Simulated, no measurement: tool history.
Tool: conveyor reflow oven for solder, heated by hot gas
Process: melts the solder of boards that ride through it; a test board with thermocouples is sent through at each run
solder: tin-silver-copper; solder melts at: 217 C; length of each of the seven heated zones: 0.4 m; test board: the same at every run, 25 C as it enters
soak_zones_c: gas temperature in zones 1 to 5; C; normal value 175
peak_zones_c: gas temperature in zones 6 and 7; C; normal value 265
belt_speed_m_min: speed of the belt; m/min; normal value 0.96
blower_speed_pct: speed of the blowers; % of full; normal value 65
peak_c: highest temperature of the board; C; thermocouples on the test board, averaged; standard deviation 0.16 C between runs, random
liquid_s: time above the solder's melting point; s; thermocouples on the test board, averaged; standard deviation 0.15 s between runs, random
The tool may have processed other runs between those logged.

| run | hour | soak_zones_c | peak_zones_c | belt_speed_m_min | blower_speed_pct | peak_c | liquid_s |
|---|---|---|---|---|---|---|---|
| 1 | 0 | 175 | 265 | 0.96 | 65 | 251.8 | 37.7 |
| 2 | 8.5 | 175 | 265 | 0.96 | 65 | 251.8 | 37.8 |
| 3 | 15.3 | 175 | 265 | 0.96 | 65 | 252.1 | 37.9 |
| 4 | 22.6 | 175 | 265 | 0.96 | 65 | 251.6 | 37.8 |
| 5 | 37 | 177 | 265 | 0.96 | 65 | 252.2 | 38.5 |
| 6 | 44 | 177 | 265 | 0.96 | 65 | 252 | 38.7 |
| 7 | 58.2 | 173 | 265 | 0.96 | 80 | 254.8 | 39.5 |
| 8 | 66.1 | 173 | 265 | 0.96 | 80 | 254.7 | 39.5 |
| 9 | 77.4 | 174 | 267 | 1.021 | 65 | 251.6 | 34.6 |
| 10 | 87.9 | 169 | 255 | 1.021 | 57 | 237.5 | 25.4 |
| 11 | 96.7 | 175 | 271 | 0.838 | 59 | 259 | 47.2 |

Branching from run 11: 5 alternative next runs. What would each branch give?
| A | 106.3 | 175 | 278 | 1.135 | 59 | ? | ? |
| B | 106.3 | 175 | 266 | 0.901 | 71 | ? | ? |
| C | 106.3 | 189 | 271 | 0.838 | 59 | ? | ? |
| D | 106.3 | 175 | 254 | 0.96 | 65 | ? | ? |
| E | 106.3 | 184 | 265 | 0.978 | 86 | ? | ? |

| run | peak_c | liquid_s |
|---|---|---|
| A | 255.1 | 32 |
| B | 255.9 | 42.8 |
| C | 261.3 | 51.8 |
| D | 241.8 | 32.9 |
| E | 257 | 42.1 |
With no hidden state in the tool, these same runs would have given:
| run | peak_c | liquid_s |
|---|---|---|
| A | 255.1 | 32 |
| B | 255.9 | 42.8 |
| C | 261.2 | 51.8 |
| D | 241.8 | 32.9 |
| E | 256.9 | 42.1 |

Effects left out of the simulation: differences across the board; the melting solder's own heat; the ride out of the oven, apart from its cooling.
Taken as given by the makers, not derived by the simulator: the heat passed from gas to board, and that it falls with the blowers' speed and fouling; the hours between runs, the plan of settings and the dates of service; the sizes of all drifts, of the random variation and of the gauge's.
